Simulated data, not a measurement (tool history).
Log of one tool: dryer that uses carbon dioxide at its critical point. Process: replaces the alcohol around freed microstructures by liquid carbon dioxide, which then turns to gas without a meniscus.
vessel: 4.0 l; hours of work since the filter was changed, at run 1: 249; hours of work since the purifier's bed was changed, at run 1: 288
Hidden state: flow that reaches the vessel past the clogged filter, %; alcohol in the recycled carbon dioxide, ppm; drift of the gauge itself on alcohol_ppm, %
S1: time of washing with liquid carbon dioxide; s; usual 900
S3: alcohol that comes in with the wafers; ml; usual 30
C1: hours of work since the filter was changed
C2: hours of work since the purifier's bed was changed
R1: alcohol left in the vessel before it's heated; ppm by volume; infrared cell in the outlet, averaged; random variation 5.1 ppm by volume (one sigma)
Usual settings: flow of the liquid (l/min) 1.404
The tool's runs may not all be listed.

Run 1, hour 0: usual settings; C1 249; C2 288. Result: R1 188 ppm by volume.
Run 2, hour 10.6: usual settings; C1 254; C2 293. Result: R1 181 ppm by volume.
Run 3, hour 21: usual settings; C1 258; C2 297. Result: R1 198 ppm by volume.
Run 4, hour 38.2: usual settings; C1 266; C2 305. Result: R1 194 ppm by volume.
Run 5, hour 48.2: usual settings but S1 780 s; C1 270; C2 309. Result: R1 272 ppm by volume.
Run 6, hour 65.2: usual settings but S1 720 s, flow of the liquid (l/min) 1.54, S3 26 ml; C1 277; C2 316. Result: R1 242 ppm by volume.
Run 7, hour 79.2: usual settings but S1 540 s, flow of the liquid (l/min) 1.61; C1 284; C2 322. Result: R1 487 ppm by volume.
Run 8, hour 87.8: usual settings but S1 1380 s, flow of the liquid (l/min) 1.07, S3 42 ml; C1 287; C2 326. Result: R1 172 ppm by volume.
Run 9, hour 104.7: usual settings but S3 77 ml; C1 295; C2 333. Result: R1 373 ppm by volume.
Run 10, hour 118.9: usual settings but S1 600 s, flow of the liquid (l/min) 1.68; C1 301; C2 340. Result: R1 357 ppm by volume.

4 ways to go on from here, each from the tool as it stands after run 10. What would each give?
Run A, hour 128.8: usual settings but S1 600 s, flow of the liquid (l/min) 1.68, S3 70 ml; C1 305; C2 344. Result: R1 ?.
Run B, hour 128.8: usual settings but S3 50 ml; C1 305; C2 344. Result: R1 ?.
Run C, hour 128.8: usual settings but S1 1320 s; C1 305; C2 344. Result: R1 ?.
Run D, hour 128.8: usual settings but S3 31 ml; C1 305; C2 344. Result: R1 ?.

run   R1
  A  684
  B  286
  C  122
  D  211
Without the tool's hidden state the same runs would have given:
run   R1
  A  330
  B   96
  C   11
  D   56
